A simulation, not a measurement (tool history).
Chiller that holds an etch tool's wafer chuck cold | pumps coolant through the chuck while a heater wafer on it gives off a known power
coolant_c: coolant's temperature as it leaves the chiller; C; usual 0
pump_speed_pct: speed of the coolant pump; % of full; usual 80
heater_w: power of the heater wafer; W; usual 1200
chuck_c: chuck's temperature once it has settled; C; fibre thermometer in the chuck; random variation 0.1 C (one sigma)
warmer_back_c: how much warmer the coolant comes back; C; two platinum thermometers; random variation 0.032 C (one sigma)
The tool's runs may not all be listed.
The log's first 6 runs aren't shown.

run    hour  coolant_c  pump_speed_pct  heater_w  hours since the coolant was changed and the channels were flushed  hours since the pump was overhauled  hours since the chiller's thermometer was calibrated  chuck_c  warmer_back_c
  7   612.4          0              80      1200                                                               9234                                 2526                                                  2319     11.9           4.14
  8   703.4          0              80       641                                                               9325                                 2617                                                  2410      6.2           2.18
  9   805.5          0              80       641                                                               9427                                 2719                                                  2512      6.2           2.31
 10   866.6          0              80      1200                                                               9488                                 2780                                                  2573     12.1           4.13
 11   939.3          0              80      1200                                                               9561                                 2853                                                  2646     12.1           4.16
 12  1055.1          0              80      1200                                                               9677                                 2969                                                  2761       12           4.16
 13  1142.6          0              80      1200                                                               9764                                 3056                                                  2849     12.1           4.21
 14  1216.5          0              80      1200                                                               9838                                 3130                                                  2923       12           4.08
 15  1271.7          0              80      1200                                                               9893                                 3185                                                  2978     11.9           4.19
 16  1332.1          0              80      1200                                                               9953                                 3246                                                  3038     12.2           4.21
 17  1398.9          5              66       695                                                              10020                                 3312                                                  3105     13.2           2.98
 18  1501.2          9              78       746                                                              10123                                 3415                                                  3207     16.5           2.73
 19  1557.1          9              78       746                                                              10179                                 3471                                                  3263     16.6           2.73
 20    1650          9              64      1357                                                              10271                                 3564                                                  3356     25.6           5.98
 21  1746.4          1              69      1782                                                              10368                                 3660                                                  3453     21.6           7.22
     1804.5  -- coolant changed, channels flushed
 22    1847          1              69      1782                                                                 43                                 3755                                                  3547     21.5           7.25
 23  1961.5          1              69      1782                                                                157                                 3869                                                  3662     21.2            7.3
 24  2052.6          0              69      1782                                                                248                                 3960                                                  3753     20.4           7.22
 25  2130.5          6              63      1200                                                                326                                 4038                                                  3831     20.9           5.37
 26  2204.1         -9              64      1031                                                                400                                 4112                                                  3904      3.7           4.56
 27  2339.6          0              80       829                                                                535                                 4247                                                  4040      8.1           2.92
 28  2469.7         -4              96       627                                                                665                                 4377                                                  4170      1.2           1.84
 29  2588.3         -4              72       634                                                                784                                 4496                                                  4289      2.9           2.57
     2636.1  -- chiller's thermometer calibrated
 30  2678.4         -4              72       634                                                                873                                 4585                                                    42      2.8            2.5
 31  2767.9          0              60      1111                                                                962                                 4674                                                   132     14.5           5.25

Forecast each of these 5 alternatives for the next run:
  A  2879.1          0              95      1555                                                               1074                                 4786                                                   243        ?              ?
  B  2879.1          5              66      1008                                                               1074                                 4786                                                   243        ?              ?
  C  2879.1          0              87      1200                                                               1074                                 4786                                                   243        ?              ?
  D  2879.1         -4              90       967                                                               1074                                 4786                                                   243        ?              ?
  E  2879.1         -9              68      1111                                                               1074                                 4786                                                   243        ?              ?

run  chuck_c  warmer_back_c
  A     13.4           4.57
  B     17.1           4.33
  C       11           3.94
  D      4.6            3.1
  E      3.9           4.64
Without the tool's hidden state the same runs would have given:
run  chuck_c  warmer_back_c
  A     13.4           4.44
  B     17.1            4.2
  C       11           3.81
  D      4.6           2.98
  E      3.9           4.51
